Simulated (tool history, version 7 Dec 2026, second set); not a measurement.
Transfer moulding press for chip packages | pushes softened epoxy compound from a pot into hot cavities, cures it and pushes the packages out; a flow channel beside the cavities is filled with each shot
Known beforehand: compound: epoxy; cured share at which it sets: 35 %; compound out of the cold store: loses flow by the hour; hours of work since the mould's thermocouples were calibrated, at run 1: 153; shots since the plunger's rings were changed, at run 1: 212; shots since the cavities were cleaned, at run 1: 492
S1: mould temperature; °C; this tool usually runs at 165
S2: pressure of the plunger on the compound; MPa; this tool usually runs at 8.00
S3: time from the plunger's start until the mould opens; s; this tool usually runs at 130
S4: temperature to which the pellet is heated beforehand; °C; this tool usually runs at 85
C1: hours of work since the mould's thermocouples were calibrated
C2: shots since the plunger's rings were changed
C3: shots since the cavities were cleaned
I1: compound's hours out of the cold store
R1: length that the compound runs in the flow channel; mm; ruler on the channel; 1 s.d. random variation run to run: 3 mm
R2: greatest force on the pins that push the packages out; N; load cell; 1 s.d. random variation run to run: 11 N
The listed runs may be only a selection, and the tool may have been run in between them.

| run | hour | S1 | S2 | S3 | S4 | C1 | C2 | C3 | I1 | R1 | R2 |
|---|---|---|---|---|---|---|---|---|---|---|---|
| 1 | 0.0 | 165 | 8.00 | 130 | 85 | 153 | 212 | 492 | 34.7 | 711 | 825 |
| 2 | 59.6 | 165 | 8.00 | 130 | 85 | 190 | 730 | 1010 | 19.0 | 735 | 1009 |
|  | 77.7 | cavities cleaned with cleaning compound and waxed |
| 3 | 117.4 | 165 | 8.00 | 130 | 85 | 224 | 1220 | 345 | 36.9 | 701 | 794 |
| 4 | 152.0 | 165 | 8.00 | 130 | 85 | 245 | 1521 | 646 | 13.9 | 744 | 943 |
|  | 211.4 | cavities cleaned with cleaning compound and waxed |
| 5 | 214.5 | 165 | 8.00 | 130 | 85 | 282 | 2052 | 27 | 19.9 | 729 | 574 |
| 6 | 276.4 | 165 | 8.00 | 162 | 85 | 320 | 2591 | 566 | 36.4 | 695 | 724 |
| 7 | 332.4 | 165 | 8.00 | 162 | 85 | 355 | 3078 | 1053 | 33.7 | 696 | 861 |
|  | 344.6 | cavities cleaned with cleaning compound and waxed |
| 8 | 372.5 | 165 | 7.82 | 162 | 85 | 378 | 3414 | 244 | 45.7 | 658 | 603 |
|  | 386.4 | mould's thermocouples calibrated |
| 9 | 428.1 | 168 | 9.77 | 139 | 87 | 25 | 3880 | 710 | 45.8 | 720 | 795 |
| 10 | 459.5 | 165 | 8.00 | 121 | 89 | 45 | 4153 | 983 | 12.1 | 724 | 1158 |
|  | 478.8 | cavities cleaned with cleaning compound and waxed |
| 11 | 501.5 | 165 | 8.00 | 121 | 89 | 69 | 4505 | 197 | 36.0 | 675 | 740 |
|  | 506.5 | plunger's sealing rings changed |
| 12 | 552.2 | 165 | 8.00 | 121 | 89 | 99 | 398 | 617 | 40.0 | 699 | 967 |
| 13 | 598.7 | 165 | 8.82 | 129 | 85 | 127 | 802 | 1021 | 34.4 | 749 | 1048 |
|  | 613.3 | cavities cleaned with cleaning compound and waxed |
| 14 | 650.7 | 164 | 7.06 | 169 | 93 | 158 | 1241 | 325 | 19.2 | 699 | 636 |
| 15 | 710.4 | 164 | 7.06 | 169 | 93 | 195 | 1761 | 845 | 47.9 | 636 | 802 |
|  | 745.2 | cavities cleaned with cleaning compound and waxed |
| 16 | 770.2 | 164 | 7.06 | 144 | 93 | 231 | 2269 | 218 | 31.7 | 660 | 655 |

Forecast each of these 3 alternatives for the next run:
| A | 818.1 | 167 | 7.10 | 121 | 85 | 260 | 2685 | 634 | 22.3 | ? | ? |
| B | 818.1 | 165 | 8.00 | 130 | 77 | 260 | 2685 | 634 | 9.8 | ? | ? |
| C | 818.1 | 166 | 7.06 | 157 | 86 | 260 | 2685 | 634 | 31.6 | ? | ? |

| run | R1 | R2 |
|---|---|---|
| A | 670 | 913 |
| B | 750 | 927 |
| C | 657 | 739 |
Take away the tool's hidden state, keep each run's random variation, and the runs would have read:
| run | R1 | R2 |
|---|---|---|
| A | 687 | 543 |
| B | 768 | 549 |
| C | 673 | 443 |

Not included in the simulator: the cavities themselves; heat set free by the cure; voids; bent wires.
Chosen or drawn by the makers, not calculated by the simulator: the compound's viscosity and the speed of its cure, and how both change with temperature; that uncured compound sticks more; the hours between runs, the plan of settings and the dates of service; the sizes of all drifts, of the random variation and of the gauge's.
